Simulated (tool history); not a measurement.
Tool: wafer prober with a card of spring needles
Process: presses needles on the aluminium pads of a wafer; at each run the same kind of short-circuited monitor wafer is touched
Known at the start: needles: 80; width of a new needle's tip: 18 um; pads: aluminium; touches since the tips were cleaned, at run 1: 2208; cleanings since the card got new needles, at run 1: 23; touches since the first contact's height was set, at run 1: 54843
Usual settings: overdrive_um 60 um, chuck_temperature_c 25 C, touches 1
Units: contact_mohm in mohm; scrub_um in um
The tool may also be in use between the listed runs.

run   hour  overdrive_um  chuck_temperature_c  touches  touches since the tips were cleaned  cleanings since the card got new needles  touches since the first contact's height was set  contact_mohm  scrub_um
  1    0.0            60                   25        1                                 2208                                        23                                             54843           180     10.77
  2    6.9            60                   25        1                                 5584                                        23                                             58219           213     10.80
       8.0  -- tips cleaned on abrasive film
  3   19.8            60                   25        1                                 5814                                        24                                             64548           210     10.78
      20.5  -- tips cleaned on abrasive film
  4   27.6            60                   25        3                                 3493                                        25                                             68353           159     10.78
      32.9  -- tips cleaned on abrasive film
  5   35.8            60                   25        2                                 1423                                        26                                             72331           158     10.78
  6   43.3            60                   25        2                                 5132                                        26                                             76040           180     10.76
      45.4  -- tips cleaned on abrasive film
  7   54.9            60                   25        3                                 4674                                        27                                             81688           162     10.72
      58.1  -- tips cleaned on abrasive film
  8   62.4            60                   25        3                                 2084                                        28                                             85336           151     10.70
      70.4  -- tips cleaned on abrasive film
  9   72.2            60                   25        3                                  870                                        29                                             90123           148     10.70
 10   78.5            60                   25        2                                 3996                                        29                                             93249           172     10.72
      79.8  -- height of the first contact set anew
      83.8  -- tips cleaned on abrasive film
 11   91.5            60                   25        1                                 3798                                        30                                              5731           200     10.59
      96.0  -- tips cleaned on abrasive film
 12  105.4            60                   25        1                                 4652                                        31                                             12534           208     10.59
     108.6  -- tips cleaned on abrasive film
 13  116.2            60                  111        1                                 3735                                        32                                             17805           207     10.53
     121.2  -- tips cleaned on abrasive film
 14  130.0            60                  111        1                                 4335                                        33                                             24563           211     10.57
     133.2  -- tips cleaned on abrasive film
     135.5  -- height of the first contact set anew, once more
 15  140.2            60                  111        1                                 3289                                        34                                              2327           200     10.92
     146.5  -- tips cleaned on abrasive film
 16  151.3            60                   31        1                                 2374                                        35                                              7737           179     10.91
     158.6  -- tips cleaned on abrasive film
 17  160.9            60                   31        1                                 1108                                        36                                             12423           162     10.91
     171.0  -- tips cleaned on abrasive film
 18  173.5            59                   82        2                                 1203                                        37                                             18586           165     10.65
     183.6  -- tips cleaned on abrasive film
 19  186.1            71                   94        2                                 1234                                        38                                             24758           162     12.77
 20  192.4            58                   94        1                                 4337                                        38                                             27861           214     10.49
     196.0  -- tips cleaned on abrasive film
 21  206.6            60                  101        2                                 5183                                        39                                             34789           187     10.86
     208.7  -- tips cleaned on abrasive film
 22  216.9            63                   43        1                                 4021                                        40                                             39816           199     11.39
     221.9  -- tips cleaned on abrasive film
 23  224.3            45                   75        2                                 1178                                        41                                             43410           182      8.05
 24  230.7            60                   39        1                                 4374                                        41                                             46606           206     10.82
     234.7  -- tips cleaned on abrasive film
 25  242.8            60                   71        2                                 3983                                        42                                             52508           184     10.77
     246.8  -- tips cleaned on abrasive film
 26  249.1            60                   71        2                                 1153                                        43                                             55563           165     10.83
 27  256.7            60                   71        2                                 4876                                        43                                             59286           187     10.75
     259.5  -- tips cleaned on abrasive film
 28  267.3            60                   71        2                                 3830                                        44                                             64470           184     10.72

Run 29 comes next. What will it give?
     272.7  -- tips cleaned on abrasive film
 29  274.4            60                   57        1                                  871                                        45                                             67941             ?         ?

contact_mohm: 169 mohm
scrub_um: 10.69 um
Without the tool's hidden state the same run would have given contact_mohm 146 mohm, scrub_um 10.89 um.
